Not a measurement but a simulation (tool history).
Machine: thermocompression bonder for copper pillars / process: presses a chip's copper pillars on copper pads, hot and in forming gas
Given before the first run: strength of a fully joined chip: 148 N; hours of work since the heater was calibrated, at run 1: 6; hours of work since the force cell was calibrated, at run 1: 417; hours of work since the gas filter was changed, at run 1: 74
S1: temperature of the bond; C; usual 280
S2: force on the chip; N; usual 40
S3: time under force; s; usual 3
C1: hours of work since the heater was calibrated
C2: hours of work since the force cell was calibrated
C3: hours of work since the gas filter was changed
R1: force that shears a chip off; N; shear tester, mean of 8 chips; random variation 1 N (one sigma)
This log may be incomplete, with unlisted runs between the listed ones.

{"run": 1, "hour": 0.0, "S1": 280, "S2": 40, "S3": 3, "C1": 6, "C2": 417, "C3": 74, "R1": 85.1}
{"run": 2, "hour": 13.9, "S1": 280, "S2": 40, "S3": 3, "C1": 12, "C2": 422, "C3": 80, "R1": 85.8}
{"run": 3, "hour": 42.7, "S1": 280, "S2": 40, "S3": 3, "C1": 23, "C2": 434, "C3": 92, "R1": 83.9}
{"run": 4, "hour": 70.5, "S1": 280, "S2": 40, "S3": 3, "C1": 35, "C2": 445, "C3": 103, "R1": 83.4}
{"run": 5, "hour": 88.1, "S1": 280, "S2": 40, "S3": 8, "C1": 42, "C2": 453, "C3": 110, "R1": 108.1}
{"hour": 108.7, "done": "forming gas filter changed"}
{"run": 6, "hour": 116.4, "S1": 304, "S2": 40, "S3": 8, "C1": 53, "C2": 464, "C3": 3, "R1": 130.3}
{"run": 7, "hour": 140.2, "S1": 272, "S2": 40, "S3": 8, "C1": 63, "C2": 474, "C3": 13, "R1": 105.1}
{"run": 8, "hour": 164.1, "S1": 280, "S2": 32, "S3": 3, "C1": 72, "C2": 483, "C3": 23, "R1": 73.9}
{"run": 9, "hour": 181.2, "S1": 303, "S2": 40, "S3": 3, "C1": 79, "C2": 490, "C3": 29, "R1": 106.2}
{"run": 10, "hour": 210.3, "S1": 280, "S2": 40, "S3": 7, "C1": 91, "C2": 502, "C3": 41, "R1": 109.3}
{"run": 11, "hour": 232.4, "S1": 280, "S2": 40, "S3": 7, "C1": 100, "C2": 511, "C3": 50, "R1": 107.8}
{"run": 12, "hour": 246.8, "S1": 280, "S2": 40, "S3": 7, "C1": 106, "C2": 517, "C3": 56, "R1": 107.3}
{"run": 13, "hour": 265.7, "S1": 280, "S2": 40, "S3": 7, "C1": 114, "C2": 525, "C3": 64, "R1": 106.6}
{"run": 14, "hour": 288.1, "S1": 280, "S2": 40, "S3": 7, "C1": 123, "C2": 534, "C3": 73, "R1": 105.7}
{"run": 15, "hour": 313.7, "S1": 261, "S2": 40, "S3": 3, "C1": 133, "C2": 544, "C3": 83, "R1": 67.6}
{"run": 16, "hour": 326.4, "S1": 261, "S2": 40, "S3": 3, "C1": 138, "C2": 549, "C3": 88, "R1": 68.8}
{"run": 17, "hour": 346.7, "S1": 261, "S2": 40, "S3": 3, "C1": 147, "C2": 557, "C3": 97, "R1": 66.1}
{"run": 18, "hour": 365.9, "S1": 291, "S2": 40, "S3": 3, "C1": 154, "C2": 565, "C3": 105, "R1": 91}
{"run": 19, "hour": 394.8, "S1": 280, "S2": 53, "S3": 5, "C1": 166, "C2": 577, "C3": 116, "R1": 110.2}
{"hour": 401.0, "done": "forming gas filter changed"}
{"run": 20, "hour": 412.4, "S1": 280, "S2": 53, "S3": 5, "C1": 173, "C2": 584, "C3": 5, "R1": 121.2}
{"run": 21, "hour": 433.9, "S1": 280, "S2": 31, "S3": 3, "C1": 182, "C2": 593, "C3": 13, "R1": 70.7}
{"run": 22, "hour": 454.0, "S1": 280, "S2": 31, "S3": 3, "C1": 190, "C2": 601, "C3": 22, "R1": 72.3}
{"run": 23, "hour": 471.7, "S1": 272, "S2": 34, "S3": 7, "C1": 197, "C2": 608, "C3": 29, "R1": 92.8}
{"run": 24, "hour": 499.6, "S1": 272, "S2": 34, "S3": 7, "C1": 209, "C2": 619, "C3": 40, "R1": 91.8}
{"run": 25, "hour": 513.7, "S1": 279, "S2": 42, "S3": 2, "C1": 214, "C2": 625, "C3": 46, "R1": 77.3}
{"run": 26, "hour": 526.8, "S1": 309, "S2": 38, "S3": 3, "C1": 220, "C2": 630, "C3": 51, "R1": 104.3}
{"run": 27, "hour": 550.5, "S1": 294, "S2": 26, "S3": 3, "C1": 229, "C2": 640, "C3": 61, "R1": 70.4}
{"run": 28, "hour": 563.4, "S1": 294, "S2": 26, "S3": 3, "C1": 234, "C2": 645, "C3": 66, "R1": 70}
{"run": 29, "hour": 579.2, "S1": 306, "S2": 46, "S3": 3, "C1": 241, "C2": 652, "C3": 72, "R1": 109.9}
{"run": 30, "hour": 596.9, "S1": 273, "S2": 40, "S3": 4, "C1": 248, "C2": 659, "C3": 80, "R1": 87.1}
{"run": 31, "hour": 622.9, "S1": 280, "S2": 45, "S3": 9, "C1": 259, "C2": 670, "C3": 90, "R1": 113}
{"run": 32, "hour": 635.2, "S1": 290, "S2": 40, "S3": 3, "C1": 264, "C2": 675, "C3": 95, "R1": 88.2}
{"run": 33, "hour": 655.2, "S1": 277, "S2": 40, "S3": 3, "C1": 272, "C2": 683, "C3": 103, "R1": 77.4}
{"run": 34, "hour": 676.4, "S1": 277, "S2": 28, "S3": 6, "C1": 280, "C2": 691, "C3": 112, "R1": 76.5}

Each row is a separate what-if for the run after 34, all from the same tool condition, not one after another. Results?
{"run": "A", "hour": 689.2, "S1": 280, "S2": 27, "S3": 5, "C1": 286, "C2": 696, "C3": 117, "R1": "?"}
{"run": "B", "hour": 689.2, "S1": 299, "S2": 46, "S3": 2, "C1": 286, "C2": 696, "C3": 117, "R1": "?"}
{"run": "C", "hour": 689.2, "S1": 280, "S2": 35, "S3": 2, "C1": 286, "C2": 696, "C3": 117, "R1": "?"}
{"run": "D", "hour": 689.2, "S1": 277, "S2": 52, "S3": 4, "C1": 286, "C2": 696, "C3": 117, "R1": "?"}

run=A R1=70.6
run=B R1=92.1
run=C R1=62.6
run=D R1=101.3
Without the tool's hidden state the same runs would have given:
run=A R1=80
run=B R1=103.2
run=C R1=71.3
run=D R1=113.1

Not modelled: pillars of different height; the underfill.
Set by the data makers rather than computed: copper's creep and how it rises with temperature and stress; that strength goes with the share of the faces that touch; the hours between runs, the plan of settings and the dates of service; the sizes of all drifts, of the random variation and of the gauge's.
